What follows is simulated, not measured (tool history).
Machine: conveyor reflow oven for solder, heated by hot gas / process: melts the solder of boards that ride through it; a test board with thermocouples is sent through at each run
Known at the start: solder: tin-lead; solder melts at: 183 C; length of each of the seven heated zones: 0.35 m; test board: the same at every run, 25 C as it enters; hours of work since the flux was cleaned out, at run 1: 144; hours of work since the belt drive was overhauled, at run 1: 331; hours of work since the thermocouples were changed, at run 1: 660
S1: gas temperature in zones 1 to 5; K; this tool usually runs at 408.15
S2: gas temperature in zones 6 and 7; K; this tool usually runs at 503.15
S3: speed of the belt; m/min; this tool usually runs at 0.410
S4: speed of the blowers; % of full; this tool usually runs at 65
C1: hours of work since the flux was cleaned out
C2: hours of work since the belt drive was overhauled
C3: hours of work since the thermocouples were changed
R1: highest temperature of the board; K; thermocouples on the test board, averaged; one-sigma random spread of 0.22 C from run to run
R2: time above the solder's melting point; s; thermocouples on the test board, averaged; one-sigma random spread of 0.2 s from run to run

Run 1, hour 0.0: usual settings; C1 144; C2 331; C3 660. Result: R1 485.55 K, R2 70.9 s.
Run 2, hour 20.7: usual settings but S2 512.15 K; C1 153; C2 340; C3 669. Result: R1 493.35 K, R2 79.8 s.
Run 3, hour 45.2: usual settings but S2 512.15 K; C1 164; C2 351; C3 680. Result: R1 493.15 K, R2 79.3 s.
Run 4, hour 66.1: usual settings but S2 498.15 K; C1 173; C2 360; C3 689. Result: R1 480.95 K, R2 65.2 s.
Run 5, hour 94.5: usual settings but S2 498.15 K; C1 186; C2 373; C3 702. Result: R1 480.85 K, R2 65.0 s.
Run 6, hour 122.3: usual settings but S2 498.15 K; C1 198; C2 385; C3 714. Result: R1 480.25 K, R2 65.1 s.
Run 7, hour 135.2: usual settings but S2 498.15 K; C1 204; C2 391; C3 720. Result: R1 480.55 K, R2 64.8 s.
Run 8, hour 156.8: usual settings but S4 79 % of full; C1 214; C2 400; C3 730. Result: R1 488.15 K, R2 75.0 s.
Run 9, hour 169.4: usual settings but S4 79 % of full; C1 219; C2 406; C3 735. Result: R1 488.05 K, R2 75.7 s.
Run 10, hour 197.6: usual settings but S4 79 % of full; C1 232; C2 419; C3 748. Result: R1 488.25 K, R2 75.1 s.
Run 11, hour 222.1: usual settings; C1 243; C2 430; C3 759. Result: R1 485.25 K, R2 70.0 s.
Run 12, hour 246.6: usual settings; C1 254; C2 440; C3 770. Result: R1 484.25 K, R2 70.4 s.
At hour 260.4: flux residue cleaned out of gas plates and filters.
Run 13, hour 272.1: usual settings; C1 5; C2 450; C3 779. Result: R1 485.95 K, R2 72.1 s.
Run 14, hour 289.5: usual settings; C1 13; C2 457; C3 786. Result: R1 486.05 K, R2 71.8 s.
Run 15, hour 307.9: usual settings but S3 0.489 m/min; C1 21; C2 465; C3 795. Result: R1 480.25 K, R2 51.8 s.
Run 16, hour 320.5: usual settings but S1 399.15 K; C1 27; C2 471; C3 800. Result: R1 484.45 K, R2 66.2 s.
Run 17, hour 347.2: usual settings but S1 399.15 K, S2 511.15 K, S4 59 % of full; C1 39; C2 483; C3 812. Result: R1 489.45 K, R2 71.7 s.
Run 18, hour 360.5: usual settings but S1 401.15 K; C1 45; C2 489; C3 818. Result: R1 484.15 K, R2 66.9 s.
Run 19, hour 380.1: usual settings but S2 508.15 K; C1 53; C2 498; C3 827. Result: R1 490.05 K, R2 76.6 s.
Run 20, hour 402.7: usual settings but S2 499.15 K, S3 0.460 m/min, S4 60 % of full; C1 63; C2 508; C3 837. Result: R1 476.75 K, R2 51.2 s.
Run 21, hour 428.7: usual settings but S2 515.15 K, S3 0.400 m/min; C1 75; C2 519; C3 848. Result: R1 496.75 K, R2 86.0 s.
Run 22, hour 445.6: usual settings but S2 515.15 K, S3 0.400 m/min; C1 82; C2 527; C3 856. Result: R1 496.75 K, R2 85.6 s.
Run 23, hour 471.1: usual settings but S1 417.15 K, S3 0.424 m/min, S4 51 % of full; C1 94; C2 538; C3 867. Result: R1 482.15 K, R2 67.4 s.
Run 24, hour 498.3: usual settings but S3 0.472 m/min, S4 63 % of full; C1 106; C2 550; C3 880. Result: R1 479.85 K, R2 54.0 s.
Run 25, hour 523.1: usual settings but S3 0.472 m/min, S4 63 % of full; C1 117; C2 561; C3 891. Result: R1 479.75 K, R2 53.8 s.

Branching from run 25: 3 alternative next runs. What would each branch give?
Run A, hour 551.4: usual settings but S1 416.15 K, S2 507.15 K, S3 0.396 m/min, S4 63 % of full; C1 130; C2 574; C3 903. Result: R1 ?, R2 ?.
Run B, hour 551.4: usual settings but S1 398.15 K, S2 495.15 K, S3 0.446 m/min, S4 63 % of full; C1 130; C2 574; C3 903. Result: R1 ?, R2 ?.
Run C, hour 551.4: usual settings but S4 61 % of full; C1 130; C2 574; C3 903. Result: R1 ?, R2 ?.

run      R1    R2
  A  490.75  84.1
  B  473.05  42.9
  C  484.25  69.3
Had the tool no hidden state, the same runs would have come out as:
run      R1    R2
  A  493.55  85.4
  B  475.75  46.6
  C  486.95  71.4
